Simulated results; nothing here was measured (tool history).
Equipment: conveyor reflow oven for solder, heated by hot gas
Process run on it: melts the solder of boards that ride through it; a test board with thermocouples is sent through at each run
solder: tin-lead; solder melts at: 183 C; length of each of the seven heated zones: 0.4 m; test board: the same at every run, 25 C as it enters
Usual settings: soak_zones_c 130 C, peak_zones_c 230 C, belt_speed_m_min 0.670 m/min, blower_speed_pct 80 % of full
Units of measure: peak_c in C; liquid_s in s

run    hour  soak_zones_c  peak_zones_c  belt_speed_m_min  blower_speed_pct  peak_c  liquid_s
  1     0.0           130           230             0.670                80   214.8      49.2
  2    38.5           130           230             0.670                80   214.1      49.5
  3    94.0           130           224             0.670                80   208.5      44.4
  4   150.2           130           224             0.670                80   208.4      45.0
  5   190.8           130           224             0.670                80   208.1      43.9
  6   268.8           130           224             0.670                80   207.6      43.2
  7   341.8           130           224             0.670                80   206.5      42.9
  8   389.0           130           224             0.670                80   206.2      42.8
      399.1  -- flux residue cleaned out of gas plates and filters
  9   449.9           130           224             0.670                80   209.8      48.0
 10   493.3           130           224             0.670                80   209.2      46.5
 11   559.4           130           230             0.670                80   214.5      50.9
 12   638.2           130           230             0.670                76   214.1      48.8
 13   712.2           130           230             0.670                76   213.3      49.1
 14   774.7           135           230             0.670                80   214.6      51.2
      837.6  -- belt drive overhauled, speed set with a stopwatch
 15   853.3           135           230             0.670                80   214.2      50.3
 16   892.4           130           230             0.560                62   214.7      58.4
      939.4  -- thermocouples of zones 6 and 7 changed
 17   955.3           115           230             0.560                89   217.3      59.2
 18  1016.3           137           230             0.799                80   207.5      37.0
 19  1077.9           130           240             0.629                80   222.4      58.6
     1089.8  -- flux residue cleaned out of gas plates and filters
 20  1143.8           130           240             0.629                80   226.7      61.8
 21  1207.6           130           220             0.670                86   207.5      44.2
 22  1247.3           130           232             0.785                80   211.1      39.4
 23  1292.5           137           230             0.670                68   213.5      50.7
 24  1344.8           130           221             0.670                83   207.4      43.9
 25  1388.0           139           230             0.661                62   211.9      50.2
 26  1425.8           139           241             0.774                62   214.5      44.8
 27  1490.1           130           230             0.717                80   211.7      43.0
 28  1552.3           130           230             0.717                80   211.0      43.5
 29  1625.1           130           230             0.717                80   209.4      42.1
 30  1663.7           138           221             0.670                59   201.2      37.7

Branching from run 30: 5 alternative next runs. What would each branch give?
  A  1701.5           138           227             0.670                59       ?         ?
  B  1701.5           125           242             0.798                59       ?         ?
  C  1701.5           130           238             0.670                51       ?         ?
  D  1701.5           128           237             0.582                80       ?         ?
  E  1701.5           138           221             0.571                59       ?         ?

run  peak_c  liquid_s
  A   205.2      42.3
  B   206.9      33.2
  C   209.4      43.7
  D   221.3      63.5
  E   205.9      51.2
What these runs would have given with no unlogged condition in the tool:
run  peak_c  liquid_s
  A   209.4      47.0
  B   212.5      38.1
  C   213.7      47.8
  D   225.9      66.8
  E   209.5      55.9
